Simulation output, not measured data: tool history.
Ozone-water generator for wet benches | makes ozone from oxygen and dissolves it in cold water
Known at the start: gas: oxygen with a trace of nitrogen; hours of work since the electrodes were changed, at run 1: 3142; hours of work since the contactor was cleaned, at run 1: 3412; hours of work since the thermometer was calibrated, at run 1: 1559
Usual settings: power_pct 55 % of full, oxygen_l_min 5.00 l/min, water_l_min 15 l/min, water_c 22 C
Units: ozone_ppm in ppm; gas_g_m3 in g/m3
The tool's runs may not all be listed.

run    hour  power_pct  oxygen_l_min  water_l_min  water_c  hours of work since the electrodes were changed  hours of work since the contactor was cleaned  hours of work since the thermometer was calibrated  ozone_ppm  gas_g_m3
  1     0.0         55          5.00           15       22                                             3142                                           3412                                                1559       27.9     214.1
  2    62.2         55          5.00           13       22                                             3187                                           3456                                                1603       30.1     215.4
  3   142.9         55          5.00           13       22                                             3244                                           3513                                                1660       30.0     213.5
  4   260.9         55          5.00           15       22                                             3328                                           3597                                                1744       27.6     212.5
  5   321.0         55          5.00           15       22                                             3370                                           3640                                                1787       27.6     212.3
  6   387.8         55          5.00           15       22                                             3418                                           3687                                                1834       28.0     212.4
  7   449.8         55          5.00           15       22                                             3462                                           3731                                                1878       27.6     212.9
  8   543.2         55          5.00           15       22                                             3528                                           3798                                                1944       27.7     213.2
  9   631.8         55          5.00           15       22                                             3591                                           3860                                                2007       27.7     211.0
 10   726.8         55          5.00           15       14                                             3658                                           3928                                                2075       30.9     211.8
 11   838.1         55          5.00           15       14                                             3737                                           4007                                                2154       31.3     211.0
 12   951.5         69          4.72           15       20                                             3818                                           4087                                                2234       32.6     243.3
 13  1053.1         69          4.72           13       15                                             3890                                           4160                                                2306       38.1     240.7
 14  1171.2         69          7.36           13       23                                             3974                                           4243                                                2390       33.9     205.6
 15  1284.8         55          5.00           19       22                                             4055                                           4324                                                2471       23.8     207.4
 16  1344.1         55          5.00           19       22                                             4097                                           4366                                                2513       24.0     208.9
 17  1451.2         55          4.16           19       29                                             4173                                           4442                                                2589       20.7     222.5
 18  1584.5         55          4.16           19       29                                             4267                                           4537                                                2684       20.6     223.0
 19  1643.7         41          2.58           22       21                                             4309                                           4579                                                2726       15.2     220.2
     1721.5  -- gauge calibrated
 20  1733.7         52          5.14           19       21                                             4373                                           4643                                                2789       23.7     204.1
 21  1792.4         59          5.14           21       21                                             4415                                           4684                                                2831       23.5     221.2
 22  1862.5         59          3.73           14       21                                             4465                                           4734                                                2881       29.1     245.5

5 ways to go on from here, each from the tool as it stands after run 22. What would each give?
  A  1998.3         55          5.00           12       21                                             4561                                           4831                                                2977          ?         ?
  B  1998.3         55          4.13           15       22                                             4561                                           4831                                                2977          ?         ?
  C  1998.3         59          3.73           12       21                                             4561                                           4831                                                2977          ?         ?
  D  1998.3         55          8.39           15       29                                             4561                                           4831                                                2977          ?         ?
  E  1998.3         55          3.96           21       29                                             4561                                           4831                                                2977          ?         ?

run  ozone_ppm  gas_g_m3
  A       31.8     215.2
  B       26.7     227.9
  C       32.6     244.9
  D       24.2     176.7
  E       19.2     231.5
Without the tool's hidden state the same runs would have given:
run  ozone_ppm  gas_g_m3
  A       31.9     216.4
  B       26.8     229.1
  C       32.6     246.2
  D       24.2     177.6
  E       19.2     232.7
